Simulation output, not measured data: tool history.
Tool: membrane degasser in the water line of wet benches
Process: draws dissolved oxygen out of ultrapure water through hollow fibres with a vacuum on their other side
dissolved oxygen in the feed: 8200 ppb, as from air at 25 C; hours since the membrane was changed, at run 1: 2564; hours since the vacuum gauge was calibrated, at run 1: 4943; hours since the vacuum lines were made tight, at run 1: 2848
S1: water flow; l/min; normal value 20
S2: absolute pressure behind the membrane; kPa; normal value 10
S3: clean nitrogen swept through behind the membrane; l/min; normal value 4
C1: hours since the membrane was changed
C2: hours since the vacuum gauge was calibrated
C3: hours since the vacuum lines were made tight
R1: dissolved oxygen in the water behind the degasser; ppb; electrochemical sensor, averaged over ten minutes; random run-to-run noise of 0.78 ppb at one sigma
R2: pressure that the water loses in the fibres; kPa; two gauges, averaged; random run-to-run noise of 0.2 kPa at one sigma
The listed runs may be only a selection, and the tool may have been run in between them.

| run | day | S1 | S2 | S3 | C1 | C2 | C3 | R1 | R2 |
|---|---|---|---|---|---|---|---|---|---|
| 1 | 0 | 20 | 10 | 4 | 2564 | 4943 | 2848 | 85.1 | 43.31 |
| 2 | 2.817 | 20 | 10 | 4 | 2631 | 5011 | 2916 | 85 | 43.18 |
| 3 | 5.292 | 20 | 17.2 | 4 | 2691 | 5070 | 2975 | 172.7 | 43.13 |
| 4 | 8.083 | 31 | 10 | 4 | 2758 | 5137 | 3042 | 135.8 | 66.78 |
| 5 | 10.346 | 31 | 10 | 6.08 | 2812 | 5192 | 3097 | 94.6 | 66.98 |
|  | 11.533 | vacuum gauge calibrated |
| 6 | 12.538 | 31 | 10 | 6.08 | 2864 | 24 | 3149 | 93.6 | 66.54 |
| 7 | 13.896 | 31 | 10 | 6.08 | 2897 | 57 | 3181 | 92.4 | 66.93 |
| 8 | 16.521 | 20 | 10 | 4 | 2960 | 120 | 3244 | 84.4 | 42.99 |
| 9 | 18.083 | 20 | 10 | 4 | 2997 | 157 | 3282 | 84.3 | 42.97 |
| 10 | 19.538 | 20 | 10 | 4 | 3032 | 192 | 3317 | 84.3 | 43.34 |
| 11 | 21.446 | 20 | 10 | 4 | 3078 | 238 | 3363 | 85.2 | 42.76 |
| 12 | 23.617 | 15 | 10.3 | 3.32 | 3130 | 290 | 3415 | 79.6 | 32.18 |
| 13 | 24.854 | 20 | 15.9 | 3.55 | 3160 | 320 | 3444 | 175 | 43.18 |
| 14 | 27.146 | 31 | 6.8 | 4.56 | 3215 | 375 | 3499 | 68.3 | 67.02 |
| 15 | 28.621 | 29 | 7 | 7.74 | 3250 | 410 | 3535 | 42.2 | 62.73 |
| 16 | 29.8 | 24 | 20.5 | 4 | 3278 | 438 | 3563 | 246.9 | 51.67 |
| 17 | 31.512 | 20 | 23 | 2 | 3319 | 479 | 3604 | 451.6 | 43.67 |
| 18 | 34.129 | 20 | 23 | 2 | 3382 | 542 | 3667 | 450.5 | 42.97 |
| 19 | 35.292 | 15 | 14.6 | 4.82 | 3410 | 570 | 3695 | 87.6 | 32.48 |
| 20 | 36.492 | 14 | 14.6 | 4.82 | 3439 | 599 | 3724 | 83.2 | 30.23 |
| 21 | 38.3 | 14 | 14.6 | 4.82 | 3482 | 642 | 3767 | 81.6 | 30.1 |
| 22 | 40.312 | 14 | 14.6 | 4.82 | 3531 | 691 | 3815 | 83.8 | 30.08 |

Measured minus without-hidden-state, run by run (identical run-to-run variation in each term; gauge scatter may differ):
Hidden state present: membrane still open, %; true pressure behind the membrane over the reading, kPa; air that leaks in behind the membrane, l/min; drift of the gauge itself on oxygen_ppb, %; drift of the gauge itself on loss_of_pressure_kpa, %.
| run | R1 | R2 |
|---|---|---|
| 1 | +1.8 | +0.62 |
| 2 | +1.8 | +0.63 |
| 3 | +2.3 | +0.65 |
| 4 | +3.2 | +1.03 |
| 5 | +2.5 | +1.06 |
| 6 | +1.2 | +1.07 |
| 7 | +1.2 | +1.09 |
| 8 | +0.7 | +0.72 |
| 9 | +0.7 | +0.73 |
| 10 | +0.7 | +0.73 |
| 11 | +0.8 | +0.75 |
| 12 | +0.7 | +0.56 |
| 13 | +1.2 | +0.77 |
| 14 | +1.5 | +1.21 |
| 15 | +1.1 | +1.14 |
| 16 | +1.6 | +0.96 |
| 17 | +2.3 | +0.8 |
| 18 | +2.4 | +0.82 |
| 19 | +0.8 | +0.62 |
| 20 | +0.8 | +0.58 |
| 21 | +0.8 | +0.59 |
| 22 | +0.8 | +0.6 |

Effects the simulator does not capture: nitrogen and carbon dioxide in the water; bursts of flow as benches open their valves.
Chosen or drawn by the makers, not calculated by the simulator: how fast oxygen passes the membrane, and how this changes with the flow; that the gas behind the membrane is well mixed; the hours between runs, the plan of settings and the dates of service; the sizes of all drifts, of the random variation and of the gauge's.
